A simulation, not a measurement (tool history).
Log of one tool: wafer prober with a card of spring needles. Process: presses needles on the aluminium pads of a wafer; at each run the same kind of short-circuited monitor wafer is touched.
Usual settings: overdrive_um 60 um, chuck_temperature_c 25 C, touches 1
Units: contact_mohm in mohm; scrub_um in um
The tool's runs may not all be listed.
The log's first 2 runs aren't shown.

| run | day | overdrive_um | chuck_temperature_c | touches | touches since the tips were cleaned | cleanings since the card got new needles | touches since the first contact's height was set | contact_mohm | scrub_um |
|---|---|---|---|---|---|---|---|---|---|
|  | 0.658 | tips cleaned on abrasive film |
| 3 | 0.75 | 60 | 56 | 1 | 1482 | 31 | 48335 | 287 | 10.16 |
|  | 0.962 | tips cleaned on abrasive film |
| 4 | 1.212 | 60 | 56 | 1 | 4032 | 32 | 55743 | 302 | 10.15 |
|  | 1.296 | tips cleaned on abrasive film |
| 5 | 1.538 | 60 | 25 | 1 | 3869 | 33 | 60879 | 298 | 10.1 |
|  | 1.608 | tips cleaned on abrasive film |
| 6 | 1.892 | 60 | 40 | 1 | 4522 | 34 | 66488 | 311 | 10.12 |
|  | 1.933 | tips cleaned on abrasive film |
|  | 2.25 | tips cleaned on abrasive film |
| 7 | 2.258 | 60 | 40 | 1 | 138 | 36 | 72259 | 263 | 10.1 |
|  | 2.575 | tips cleaned on abrasive film |
| 8 | 2.629 | 60 | 40 | 1 | 855 | 37 | 78177 | 272 | 10.1 |
|  | 2.917 | tips cleaned on abrasive film |
| 9 | 3.079 | 60 | 40 | 1 | 2633 | 38 | 85378 | 299 | 10.08 |
|  | 3.246 | tips cleaned on abrasive film |
| 10 | 3.317 | 60 | 40 | 1 | 1121 | 39 | 89103 | 274 | 10.03 |
|  | 3.554 | tips cleaned on abrasive film |
| 11 | 3.554 | 60 | 40 | 1 | 0 | 40 | 92876 | 257 | 10.04 |
|  | 3.896 | tips cleaned on abrasive film |
| 12 | 4.071 | 60 | 40 | 1 | 2865 | 41 | 101130 | 295 | 10.04 |
|  | 4.225 | tips cleaned on abrasive film |
|  | 4.55 | tips cleaned on abrasive film |
| 13 | 4.592 | 60 | 40 | 1 | 682 | 43 | 109359 | 269 | 10.02 |
|  | 4.862 | tips cleaned on abrasive film |
| 14 | 5.05 | 60 | 40 | 1 | 3036 | 44 | 116682 | 296 | 10.03 |
|  | 5.133 | height of the first contact set anew |
|  | 5.192 | tips cleaned on abrasive film |
| 15 | 5.4 | 60 | 40 | 1 | 3330 | 45 | 4214 | 298 | 10.25 |
|  | 5.512 | tips cleaned on abrasive film |
| 16 | 5.696 | 60 | 25 | 1 | 2894 | 46 | 8868 | 294 | 10.22 |
|  | 5.829 | tips cleaned on abrasive film |
| 17 | 6.025 | 72 | 25 | 1 | 3189 | 47 | 14146 | 277 | 12.27 |
|  | 6.154 | tips cleaned on abrasive film |
| 18 | 6.262 | 72 | 25 | 1 | 1777 | 48 | 17885 | 269 | 12.3 |
|  | 6.454 | tips cleaned on abrasive film |
| 19 | 6.508 | 72 | 25 | 1 | 861 | 49 | 21784 | 256 | 12.24 |
|  | 6.762 | tips cleaned on abrasive film |
| 20 | 6.925 | 72 | 25 | 1 | 2617 | 50 | 28386 | 272 | 12.26 |
|  | 7.079 | tips cleaned on abrasive film |
| 21 | 7.346 | 72 | 25 | 1 | 4323 | 51 | 35136 | 283 | 12.25 |
|  | 7.4 | tips cleaned on abrasive film |
|  | 7.704 | tips cleaned on abrasive film |
| 22 | 7.812 | 47 | 25 | 2 | 1789 | 53 | 42495 | 287 | 7.94 |
|  | 8.046 | tips cleaned on abrasive film |
| 23 | 8.3 | 51 | 43 | 3 | 4068 | 54 | 50253 | 284 | 8.61 |

Forecast run 24:
|  | 8.367 | tips cleaned on abrasive film |
|  | 8.696 | tips cleaned on abrasive film |
| 24 | 8.762 | 56 | 96 | 2 | 1068 | 56 | 57564 | ? | ? |

contact_mohm: 287 mohm
scrub_um: 9.43 um
Without the tool's hidden state the same run would have given contact_mohm 270 mohm, scrub_um 9.57 um.
